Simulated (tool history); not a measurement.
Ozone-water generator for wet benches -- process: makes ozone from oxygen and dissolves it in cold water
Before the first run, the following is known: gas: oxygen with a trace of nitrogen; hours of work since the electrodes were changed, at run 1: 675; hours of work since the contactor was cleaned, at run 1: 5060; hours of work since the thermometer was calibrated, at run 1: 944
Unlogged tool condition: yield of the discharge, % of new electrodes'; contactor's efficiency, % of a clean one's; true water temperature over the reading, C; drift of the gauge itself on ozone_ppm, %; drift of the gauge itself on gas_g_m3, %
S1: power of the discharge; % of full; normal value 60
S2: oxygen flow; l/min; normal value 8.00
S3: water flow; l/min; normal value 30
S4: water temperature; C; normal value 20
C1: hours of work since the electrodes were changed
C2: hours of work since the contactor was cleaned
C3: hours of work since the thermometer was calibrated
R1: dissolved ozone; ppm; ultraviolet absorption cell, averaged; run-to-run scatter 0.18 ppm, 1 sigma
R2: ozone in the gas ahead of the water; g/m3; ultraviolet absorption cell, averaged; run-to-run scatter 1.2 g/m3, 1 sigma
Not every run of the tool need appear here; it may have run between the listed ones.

run    hour  S1     S2  S3  S4    C1    C2    C3    R1     R2
  1     0.0  60   8.00  30  20   675  5060   944  24.3  219.0
  2    66.0  60   8.00  30  20   738  5122  1006  24.1  216.3
  3   117.9  60   8.00  30  20   786  5171  1055  24.2  218.6
  4   171.3  40   8.00  30  20   837  5221  1106  19.0  171.0
  5   221.7  60   8.51  30  20   884  5268  1153  23.7  210.2
  6   305.3  60   8.63  30  20   963  5347  1232  24.2  206.9
  7   415.6  60   8.63  30  20  1067  5451  1336  23.9  208.6
  8   472.2  60   8.63  30  20  1120  5504  1389  23.6  207.6
  9   576.8  60   7.49  30  20  1219  5603  1488  24.0  224.9
 10   667.7  60   7.49  30  20  1304  5688  1573  24.0  225.8
 11   760.5  60   7.49  30  20  1392  5776  1661  23.7  224.7
 12   853.2  56   8.00  30  20  1479  5863  1748  23.1  207.5
 13   963.1  60   8.00  30  20  1582  5967  1851  23.6  214.8
 14  1034.4  60   8.00  30  20  1650  6034  1919  24.0  218.0
 15  1115.5  60   8.00  30  20  1726  6110  1995  23.9  215.1
 16  1191.2  60   8.00  30  20  1797  6182  2066  23.5  213.7
 17  1299.6  60   8.00  30  20  1899  6284  2168  23.6  212.9
 18  1409.2  60   8.00  30  20  2003  6387  2272  23.3  214.0
 19  1470.2  80  11.25  46  19  2060  6444  2329  19.7  206.6
     1482.0  -- contactor cleaned
 20  1578.5  54   8.00  40  13  2158    91  2427  18.6  200.1
     1654.1  -- contactor cleaned, once more
 21  1678.6  54   8.00  40  13  2249    23  2518  20.1  201.8
 22  1732.8  60   8.00  31  20  2300    74  2569  23.9  211.7
 23  1781.2  98   8.00  25  20  2345   120  2614  37.0  282.9
 24  1855.7  45   8.00  23  20  2416   190  2685  24.5  180.2
 25  1922.9  45  13.20  23  19  2479   253  2748  23.0  131.9
 26  2017.7  45  13.20  23  19  2568   342  2837  22.7  133.6
 27  2081.2  60   8.00  28  21  2628   402  2897  25.0  211.7
 28  2190.7  90  11.72  21  20  2731   505  3000  35.8  212.9
 29  2241.7  90  11.72  21  20  2779   553  3048  35.6  210.2
 30  2333.9  55   4.45  33  13  2866   640  3135  22.5  287.1
 31  2419.1  59  10.94  40  20  2946   721  3215  19.0  171.8
 32  2519.5  60   8.00  30  18  3041   815  3310  24.9  209.6
 33  2622.0  60   5.60  30  25  3137   912  3406  22.6  261.2
 34  2700.6  60   5.60  43  12  3211   986  3480  18.9  260.6

Describe how what the log doesn't record of the tool's condition differs between the last listed run preceding each entry between runs and the first listed run following it.
Between runs 19 and 20: contactor cleaned (hour 1482.0)
  yield of the discharge, % of new electrodes': 97 -> 96.8; contactor's efficiency, % of a clean one's: 88.9 -> 86.5; true water temperature over the reading, C: 0.07 -> 0.08
  measured minus no-state result, R1: -1.9 -> -1.9 ppm; R2: -6.9 -> -5.5 g/m3
Between runs 20 and 21: contactor cleaned, once more (hour 1654.1)
  yield of the discharge, % of new electrodes': 96.8 -> 96.7; contactor's efficiency, % of a clean one's: 86.5 -> 99.1
  measured minus no-state result, R1: -1.9 -> -0.7 ppm; R2: -5.5 -> -5.8 g/m3
